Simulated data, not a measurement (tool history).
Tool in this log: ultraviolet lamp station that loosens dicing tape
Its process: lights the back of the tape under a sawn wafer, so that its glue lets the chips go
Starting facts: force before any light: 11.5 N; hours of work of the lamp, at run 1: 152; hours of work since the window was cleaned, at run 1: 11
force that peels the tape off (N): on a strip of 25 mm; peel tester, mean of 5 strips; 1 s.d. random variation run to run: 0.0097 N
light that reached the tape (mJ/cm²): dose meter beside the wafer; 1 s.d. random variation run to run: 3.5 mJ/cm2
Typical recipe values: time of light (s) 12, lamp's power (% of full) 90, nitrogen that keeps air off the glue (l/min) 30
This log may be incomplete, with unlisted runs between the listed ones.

run	hour	time of light (s)	lamp's power (% of full)	nitrogen that keeps air off the glue (l/min)	hours of work of the lamp	hours of work since the window was cleaned	force that peels the tape off (N)	light that reached the tape (mJ/cm²)
1	0	12	90	30	152	11	0.477	546
2	17.2	12	90	30	161	20	0.481	537
3	30.7	12	94	30	168	26	0.451	564
4	43.4	12	94	30	174	33	0.428	564
5	59.7	12	94	30	183	41	0.467	562
6	71.9	13	90	30	189	47	0.426	579
7	80.8	12	90	30	193	52	0.529	531
8	96.4	12	90	30	201	60	0.512	525
9	113.7	12	90	30	210	69	0.538	526
10	124.8	10	90	30	216	74	0.787	439
11	136.6	12	90	16	222	80	0.804	523
12	143.9	12	90	16	225	84	0.816	522
13	158.6	12	90	23	233	91	0.631	518
14	173	12	97	30	240	99	0.46	559
15	186.3	12	97	30	247	105	0.469	557
16	193.7	12	90	27	251	109	0.553	521
17	203.3	22	90	30	256	114	0.179	948
18	216.6	22	90	30	262	121	0.171	942
19	226.7	12	90	30	267	126	0.562	509
20	239	12	90	30	274	132	0.558	515
21	256.4	12	63	30	282	141	1.303	354
22	266.2	12	63	30	287	146	1.282	356
23	273.9	7	63	25	291	150	3.252	207
24	284.5	12	79	12	297	155	1.386	444
25	296.2	9	64	30	303	161	2.245	270
26	310.3	11	74	30	310	168	1.144	374
27	322.2	23	72	30	316	174	0.237	754
28	332.2	9	82	30	321	179	1.367	343
29	348.6	13	90	30	329	188	0.501	540
30	356.5	13	90	30	333	192	0.51	531
31	370.4	7	76	20	340	199	2.943	238
32	378.5	7	99	9	344	203	2.76	315
33	392.7	22	99	39	352	210	0.171	975
34	407.2	12	99	39	359	218	0.436	529
35	421.5	12	99	42	366	225	0.429	534
36	432.1	17	90	36	372	230	0.274	683
37	440.6	12	93	30	376	235	0.592	496
38	457.8	9	96	30	385	243	1.09	381
39	473.2	9	96	30	393	251	1.157	383
40	480.7	9	96	30	396	255	1.073	382
41	491.1	7	95	17	402	260	2.311	292
42	503.3	7	95	17	408	266	2.411	286
43	514.3	21	90	30	413	272	0.209	823

3 options for the next run, each taken on its own from the tool as it stands now. Forecast them:
A	529.9	20	90	30	421	280	?	?
B	529.9	13	90	30	421	280	?	?
C	529.9	24	86	44	421	280	?	?

run	force that peels the tape off (N)	light that reached the tape (mJ/cm²)
A	0.223	787
B	0.564	504
C	0.178	903
Stripped of hidden state, with their random variation kept, the same runs would have yielded:
run	force that peels the tape off (N)	light that reached the tape (mJ/cm²)
A	0.174	974
B	0.338	625
C	0.162	1118
